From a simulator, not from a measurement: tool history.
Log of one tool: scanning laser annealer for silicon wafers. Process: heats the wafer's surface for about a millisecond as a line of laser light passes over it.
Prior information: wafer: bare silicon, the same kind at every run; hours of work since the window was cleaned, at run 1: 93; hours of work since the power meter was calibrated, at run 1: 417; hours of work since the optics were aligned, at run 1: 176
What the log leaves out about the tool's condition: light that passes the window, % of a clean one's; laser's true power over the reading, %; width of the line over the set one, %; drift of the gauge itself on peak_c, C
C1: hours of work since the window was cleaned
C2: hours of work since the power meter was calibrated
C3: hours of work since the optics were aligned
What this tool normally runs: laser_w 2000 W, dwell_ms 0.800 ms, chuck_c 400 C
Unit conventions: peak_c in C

Run 1, hour 0.0: usual settings; C1 93; C2 417; C3 176. Result: peak_c 1132 C.
Run 2, hour 9.0: usual settings; C1 100; C2 424; C3 183. Result: peak_c 1129 C.
Run 3, hour 22.3: usual settings but laser_w 2146 W; C1 110; C2 434; C3 193. Result: peak_c 1194 C.
Run 4, hour 35.4: usual settings but laser_w 2146 W; C1 120; C2 443; C3 203. Result: peak_c 1191 C.
Run 5, hour 44.7: usual settings but laser_w 2146 W; C1 127; C2 450; C3 210. Result: peak_c 1190 C.
Run 6, hour 59.9: usual settings but laser_w 2146 W; C1 138; C2 462; C3 221. Result: peak_c 1189 C.
Run 7, hour 74.0: usual settings but laser_w 2146 W, dwell_ms 0.694 ms; C1 149; C2 472; C3 231. Result: peak_c 1136 C.
Run 8, hour 82.4: usual settings but chuck_c 388 C; C1 155; C2 479; C3 238. Result: peak_c 1119 C.
Run 9, hour 97.7: usual settings but dwell_ms 0.831 ms, chuck_c 388 C; C1 167; C2 490; C3 249. Result: peak_c 1125 C.
Run 10, hour 113.2: usual settings but dwell_ms 0.831 ms, chuck_c 388 C; C1 178; C2 502; C3 261. Result: peak_c 1127 C.
Run 11, hour 124.8: usual settings but dwell_ms 0.831 ms, chuck_c 388 C; C1 187; C2 510; C3 269. Result: peak_c 1129 C.
Run 12, hour 134.3: usual settings but dwell_ms 0.806 ms; C1 194; C2 518; C3 277. Result: peak_c 1128 C.
Run 13, hour 146.3: usual settings but dwell_ms 0.806 ms; C1 203; C2 527; C3 286. Result: peak_c 1126 C.
Run 14, hour 158.3: usual settings but dwell_ms 0.806 ms; C1 212; C2 536; C3 295. Result: peak_c 1128 C.
Run 15, hour 170.7: usual settings; C1 221; C2 545; C3 304. Result: peak_c 1127 C.
Run 16, hour 184.5: usual settings but chuck_c 409 C; C1 232; C2 555; C3 314. Result: peak_c 1132 C.
Run 17, hour 192.2: usual settings; C1 237; C2 561; C3 320. Result: peak_c 1122 C.
Run 18, hour 207.9: usual settings but laser_w 2017 W; C1 249; C2 573; C3 332. Result: peak_c 1130 C.
Run 19, hour 222.2: usual settings but chuck_c 388 C; C1 260; C2 583; C3 342. Result: peak_c 1112 C.
Run 20, hour 232.3: usual settings but chuck_c 388 C; C1 267; C2 591; C3 350. Result: peak_c 1107 C.
Run 21, hour 242.5: usual settings but laser_w 1765 W, dwell_ms 0.881 ms, chuck_c 387 C; C1 275; C2 599; C3 358. Result: peak_c 1040 C.
Run 22, hour 250.5: usual settings but laser_w 1908 W, dwell_ms 0.731 ms; C1 281; C2 605; C3 364. Result: peak_c 1053 C.
Run 23, hour 266.2: usual settings but laser_w 1908 W, dwell_ms 0.811 ms, chuck_c 424 C; C1 293; C2 616; C3 375. Result: peak_c 1110 C.
Run 24, hour 277.8: usual settings but laser_w 1908 W, dwell_ms 0.811 ms, chuck_c 424 C; C1 301; C2 625; C3 384. Result: peak_c 1113 C.
Run 25, hour 290.5: usual settings but laser_w 1725 W, dwell_ms 0.730 ms, chuck_c 434 C; C1 311; C2 634; C3 394. Result: peak_c 1007 C.
Run 26, hour 301.0: usual settings but laser_w 1725 W, dwell_ms 0.730 ms, chuck_c 424 C; C1 319; C2 642; C3 401. Result: peak_c 1002 C.
Run 27, hour 312.3: usual settings but laser_w 1738 W, dwell_ms 0.599 ms, chuck_c 424 C; C1 327; C2 651; C3 410. Result: peak_c 953 C.
Run 28, hour 319.3: usual settings but laser_w 1846 W, dwell_ms 0.760 ms; C1 333; C2 656; C3 415. Result: peak_c 1036 C.
Run 29, hour 331.3: usual settings but laser_w 1846 W, dwell_ms 0.760 ms; C1 342; C2 665; C3 424. Result: peak_c 1036 C.
Run 30, hour 342.3: usual settings but laser_w 1744 W, dwell_ms 0.757 ms, chuck_c 380 C; C1 350; C2 673; C3 432. Result: peak_c 973 C.
Run 31, hour 356.0: usual settings but laser_w 1720 W, dwell_ms 0.712 ms, chuck_c 378 C; C1 360; C2 684; C3 443. Result: peak_c 945 C.
Run 32, hour 362.8: usual settings but laser_w 1720 W, dwell_ms 0.712 ms, chuck_c 378 C; C1 365; C2 689; C3 448. Result: peak_c 947 C.
Run 33, hour 373.8: usual settings but laser_w 1734 W, dwell_ms 0.651 ms, chuck_c 409 C; C1 373; C2 697; C3 456. Result: peak_c 955 C.
Run 34, hour 389.1: usual settings but laser_w 1926 W, dwell_ms 0.654 ms, chuck_c 381 C; C1 385; C2 708; C3 467. Result: peak_c 1002 C.
Run 35, hour 398.4: usual settings but laser_w 1941 W, dwell_ms 0.740 ms; C1 392; C2 715; C3 474. Result: peak_c 1066 C.
Run 36, hour 408.1: usual settings but laser_w 1823 W, dwell_ms 0.740 ms, chuck_c 362 C; C1 399; C2 723; C3 482. Result: peak_c 981 C.
Run 37, hour 423.8: usual settings but dwell_ms 0.625 ms, chuck_c 397 C; C1 411; C2 734; C3 493. Result: peak_c 1029 C.
Run 38, hour 431.1: usual settings but laser_w 2092 W, chuck_c 373 C; C1 416; C2 740; C3 499. Result: peak_c 1128 C.
Run 39, hour 446.6: usual settings but laser_w 2092 W, chuck_c 373 C; C1 428; C2 751; C3 510. Result: peak_c 1127 C.
Run 40, hour 461.3: usual settings but chuck_c 439 C; C1 439; C2 762; C3 521. Result: peak_c 1155 C.

Consider 4 possible next runs. They are alternatives, not a sequence: every one starts from the tool as it was left by run 40. What does each give?
Run A, hour 468.1: usual settings but chuck_c 391 C; C1 444; C2 768; C3 527. Result: peak_c ?.
Run B, hour 468.1: usual settings but dwell_ms 0.680 ms; C1 444; C2 768; C3 527. Result: peak_c ?.
Run C, hour 468.1: usual settings but dwell_ms 0.670 ms, chuck_c 423 C; C1 444; C2 768; C3 527. Result: peak_c ?.
Run D, hour 468.1: usual settings but dwell_ms 0.605 ms, chuck_c 439 C; C1 444; C2 768; C3 527. Result: peak_c ?.

run  peak_c
  A    1104
  B    1058
  C    1076
  D    1058
Stripped of hidden state, with their random variation kept, the same runs would have yielded:
run  peak_c
  A    1127
  B    1080
  C    1098
  D    1078

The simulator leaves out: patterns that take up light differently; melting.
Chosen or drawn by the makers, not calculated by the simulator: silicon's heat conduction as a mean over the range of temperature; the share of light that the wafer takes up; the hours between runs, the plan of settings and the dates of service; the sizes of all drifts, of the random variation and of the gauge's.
